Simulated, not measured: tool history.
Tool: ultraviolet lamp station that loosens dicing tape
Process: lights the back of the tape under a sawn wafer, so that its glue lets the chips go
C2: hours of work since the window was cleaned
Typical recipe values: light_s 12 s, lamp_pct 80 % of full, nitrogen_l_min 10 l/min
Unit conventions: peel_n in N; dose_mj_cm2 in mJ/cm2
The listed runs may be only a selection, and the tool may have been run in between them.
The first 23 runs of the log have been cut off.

Run 24, day 55.492: usual settings but light_s 11 s, lamp_pct 61 % of full, nitrogen_l_min 3 l/min; hours of work of the lamp 528; C2 408. Result: peel_n 4.748 N, dose_mj_cm2 227 mJ/cm2.
Run 25, day 56.862: usual settings but lamp_pct 83 % of full; hours of work of the lamp 545; C2 425. Result: peel_n 1.748 N, dose_mj_cm2 328 mJ/cm2.
Run 26, day 58.562: usual settings but lamp_pct 83 % of full; hours of work of the lamp 566; C2 446. Result: peel_n 1.888 N, dose_mj_cm2 318 mJ/cm2.
Run 27, day 60.738: usual settings but lamp_pct 83 % of full; hours of work of the lamp 594; C2 473. Result: peel_n 1.882 N, dose_mj_cm2 309 mJ/cm2.
At day 62.746: lamp changed.
Run 28, day 63.675: usual settings but light_s 11 s, lamp_pct 83 % of full, nitrogen_l_min 5 l/min; hours of work of the lamp 12; C2 510. Result: peel_n 2.062 N, dose_mj_cm2 384 mJ/cm2.
Run 29, day 65.421: usual settings but light_s 11 s, lamp_pct 83 % of full, nitrogen_l_min 5 l/min; hours of work of the lamp 34; C2 532. Result: peel_n 2.073 N, dose_mj_cm2 370 mJ/cm2.
Run 30, day 67.446: usual settings but light_s 15 s, lamp_pct 66 % of full, nitrogen_l_min 5 l/min; hours of work of the lamp 59; C2 557. Result: peel_n 1.835 N, dose_mj_cm2 396 mJ/cm2.
Run 31, day 69.988: usual settings but light_s 15 s, lamp_pct 66 % of full, nitrogen_l_min 5 l/min; hours of work of the lamp 91; C2 589. Result: peel_n 1.89 N, dose_mj_cm2 393 mJ/cm2.
At day 72.179: window cleaned of glue's vapour.
Run 32, day 72.908: usual settings but light_s 15 s, lamp_pct 66 % of full, nitrogen_l_min 5 l/min; hours of work of the lamp 127; C2 9. Result: peel_n 1.407 N, dose_mj_cm2 465 mJ/cm2.
Run 33, day 74.329: usual settings but light_s 15 s, lamp_pct 66 % of full, nitrogen_l_min 5 l/min; hours of work of the lamp 145; C2 27. Result: peel_n 1.439 N, dose_mj_cm2 454 mJ/cm2.

Expected results for the next run?
Run 34, day 77.542: usual settings but light_s 20 s, lamp_pct 94 % of full, nitrogen_l_min 19 l/min; hours of work of the lamp 185; C2 67. Result: peel_n ?, dose_mj_cm2 ?.

Run 34 produced peel_n 0.097 N, dose_mj_cm2 846 mJ/cm2.
Without the tool's hidden state the same run would have given peel_n 0.079 N, dose_mj_cm2 941 mJ/cm2.
